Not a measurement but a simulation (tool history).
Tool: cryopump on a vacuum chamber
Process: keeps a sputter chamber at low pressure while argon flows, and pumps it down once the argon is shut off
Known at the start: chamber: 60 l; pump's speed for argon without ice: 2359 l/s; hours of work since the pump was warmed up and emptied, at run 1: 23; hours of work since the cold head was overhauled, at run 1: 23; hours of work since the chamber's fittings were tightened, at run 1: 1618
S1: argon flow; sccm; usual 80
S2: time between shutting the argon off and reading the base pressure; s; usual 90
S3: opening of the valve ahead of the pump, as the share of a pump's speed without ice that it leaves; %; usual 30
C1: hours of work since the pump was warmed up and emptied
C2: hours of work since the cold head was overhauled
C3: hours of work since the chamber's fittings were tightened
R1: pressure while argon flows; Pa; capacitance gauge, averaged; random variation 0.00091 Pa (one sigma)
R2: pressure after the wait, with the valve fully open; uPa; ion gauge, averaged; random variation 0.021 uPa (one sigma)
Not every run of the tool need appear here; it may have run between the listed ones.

run,hour,S1,S2,S3,C1,C2,C3,R1,R2
1,0.0,80,90,30,23,23,1618,0.1928,1.48
2,10.9,80,90,30,29,29,1623,0.1920,1.50
3,26.5,80,33,30,36,36,1630,0.1925,2.00
4,42.4,66,90,30,43,43,1638,0.1573,1.50
5,56.9,95,90,30,50,50,1644,0.2285,1.52
6,64.3,37,90,30,53,53,1648,0.0897,1.53
7,73.5,37,90,30,58,58,1652,0.0885,1.57
8,81.3,37,90,30,61,61,1656,0.0891,1.57
9,88.8,80,90,30,65,65,1659,0.1925,1.53
10,96.8,80,90,30,69,69,1663,0.1928,1.55
11,112.3,80,90,30,76,76,1670,0.1944,1.53
12,123.3,80,89,30,81,81,1675,0.1906,1.57
13,131.2,80,89,30,85,85,1679,0.1940,1.51
14,145.1,80,90,30,91,91,1685,0.1940,1.57
15,153.6,80,90,30,95,95,1689,0.1928,1.59
16,163.3,145,30,30,100,100,1694,0.3484,2.12
17,170.7,145,30,30,103,103,1697,0.3510,2.18
18,180.8,145,31,51,108,108,1702,0.2093,2.16
19,192.6,80,66,17,113,113,1708,0.3407,1.69
20,204.1,80,66,17,118,118,1713,0.3397,1.72
21,214.0,52,28,34,123,123,1717,0.1122,2.35
22,225.1,52,28,34,128,128,1723,0.1121,2.25
23,237.0,52,81,25,134,134,1728,0.1509,1.71
24,249.5,80,73,30,140,140,1734,0.1961,1.71
25,261.9,80,73,30,145,145,1740,0.1942,1.76
26,274.2,80,44,23,151,151,1746,0.2521,2.00
27,281.2,80,44,23,154,154,1749,0.2534,1.92
28,289.0,80,44,23,158,158,1752,0.2525,1.97
29,305.0,36,164,30,165,165,1760,0.0878,1.50
30,317.8,36,164,30,171,171,1766,0.0878,1.55

5 ways to go on from here, each from the tool as it stands after run 30. What would each give?
# hour 330.0: leaking fittings of the chamber tightened, without venting
A,330.0,34,90,37,176,176,0,?,?
# hour 330.0: leaking fittings of the chamber tightened, without venting
B,330.0,41,164,43,176,176,0,?,?
# hour 330.0: leaking fittings of the chamber tightened, without venting
C,330.0,50,65,30,176,176,0,?,?
# hour 330.0: leaking fittings of the chamber tightened, without venting
D,330.0,52,90,32,176,176,0,?,?
# hour 330.0: leaking fittings of the chamber tightened, without venting
E,330.0,71,26,36,176,176,0,?,?

run,R1,R2
A,0.0681,0.46
B,0.0714,0.32
C,0.1215,0.57
D,0.1184,0.47
E,0.1462,1.24
The same runs, with their run-to-run variation unchanged, on a tool lacking any hidden condition would have given:
run,R1,R2
A,0.0661,0.42
B,0.0690,0.28
C,0.1185,0.53
D,0.1153,0.43
E,0.1420,1.20

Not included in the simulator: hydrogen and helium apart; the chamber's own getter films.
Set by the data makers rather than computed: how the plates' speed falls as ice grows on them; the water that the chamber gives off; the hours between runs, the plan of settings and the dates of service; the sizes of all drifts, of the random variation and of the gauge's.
